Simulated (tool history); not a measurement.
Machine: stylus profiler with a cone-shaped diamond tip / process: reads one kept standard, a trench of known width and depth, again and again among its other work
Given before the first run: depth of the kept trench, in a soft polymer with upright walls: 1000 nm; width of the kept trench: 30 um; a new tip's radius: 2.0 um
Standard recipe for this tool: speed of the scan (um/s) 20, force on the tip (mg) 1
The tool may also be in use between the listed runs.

run    hour  speed of the scan (um/s)  force on the tip (mg)  depth of the trench (Å)  width of the trench's floor (um)
  1       0                        20                      1                  10060.4                             24.95
  2    38.7                        20                      1                  10061.5                             24.96
  3    94.6                        20                      1                    10063                             24.92
  4   142.3                        20                      1                  10063.6                             24.89
  5   185.8                        20                      1                  10066.5                             24.85
  6   226.9                        20                      1                  10063.2                             24.81
  7   259.2                        20                      1                  10061.3                             24.81
  8   305.6                        20                      1                  10068.2                             24.74
  9   361.1                        16                      1                  10070.2                             24.78
 10   399.1                        16                      1                  10064.5                             24.75
 11     435                        16                      1                  10067.4                             24.79
      439.9  -- height scale calibrated on a step standard
 12   458.8                        20                    1.2                    10089                             24.73
 13   509.4                        20                    1.2                    10088                             24.73
        519  -- height scale calibrated on a step standard, once more
 14     547                        20                    1.2                  10050.1                             24.68
 15   585.4                        20                   0.86                    10041                             24.67
 16   619.1                        11                      1                  10044.8                             24.69
 17   655.8                        11                      1                  10046.1                             24.66
 18   683.5                        20                   1.15                  10051.8                             24.58
 19   722.1                        20                   1.15                  10051.9                             24.57
 20     752                         6                   1.15                  10050.4                             24.63
 21   786.1                         6                   1.15                  10050.3                             24.63
 22   833.7                        20                   1.98                  10075.5                             24.52
 23   866.7                        20                   1.98                  10075.8                             24.44
 24   904.4                        20                   1.98                  10075.4                             24.49
 25     944                        23                   0.34                  10029.9                             24.23
 26   985.1                         6                   2.83                  10094.5                             24.52
 27  1026.6                         6                   2.83                  10093.4                             24.51
 28    1054                         6                   1.34                  10057.6                             24.46
 29  1093.9                        25                   1.99                  10077.7                             24.42
 30  1135.8                        53                   2.32                  10087.2                             24.28
 31  1184.5                        53                   2.32                    10087                              24.2
 32  1232.4                         8                   1.93                    10080                             24.38
 33    1255                        25                   2.55                  10089.5                             24.31
 34  1303.4                        16                      1                  10053.6                             24.23
 35    1337                        34                   1.38                  10061.5                             24.13
 36    1387                        22                   2.79                  10101.9                             24.24

For some of the steps in depth of the trench (Å) from one run to the next: how much would appear even if the tool had no hidden state, given the settings, what came in and random variation, and how much remains for the hidden state plus any gauge scatter that the measured result and the result without hidden state don't share?
Hidden state present: radius of the tip, um; height scale over the true one, %; drift of the gauge itself on depth_nm, %; drift of the gauge itself on floor_um, %.
Run 2 -> 3: settings left as they were, no log entry in between. depth of the trench (Å) +1.5: hidden state +0.6, all else +0.9.
Run 11 -> 12: speed of the scan (um/s) 16 -> 20, force on the tip (mg) 1 -> 1.2, height scale calibrated on a step standard. depth of the trench (Å) +21.6: hidden state +14.5, all else +7.1.
Run 13 -> 14: height scale calibrated on a step standard, once more. depth of the trench (Å) -37.9: hidden state -36, all else -1.9.
Run 24 -> 25: speed of the scan (um/s) 20 -> 23, force on the tip (mg) 1.98 -> 0.34. depth of the trench (Å) -45.5: hidden state +0.3, all else -45.8.
Run 25 -> 26: speed of the scan (um/s) 23 -> 6, force on the tip (mg) 0.34 -> 2.83. depth of the trench (Å) +64.6: hidden state +0.4, all else +64.2.
Run 35 -> 36: speed of the scan (um/s) 34 -> 22, force on the tip (mg) 1.38 -> 2.79. depth of the trench (Å) +40.4: hidden state +0.5, all else +39.9.
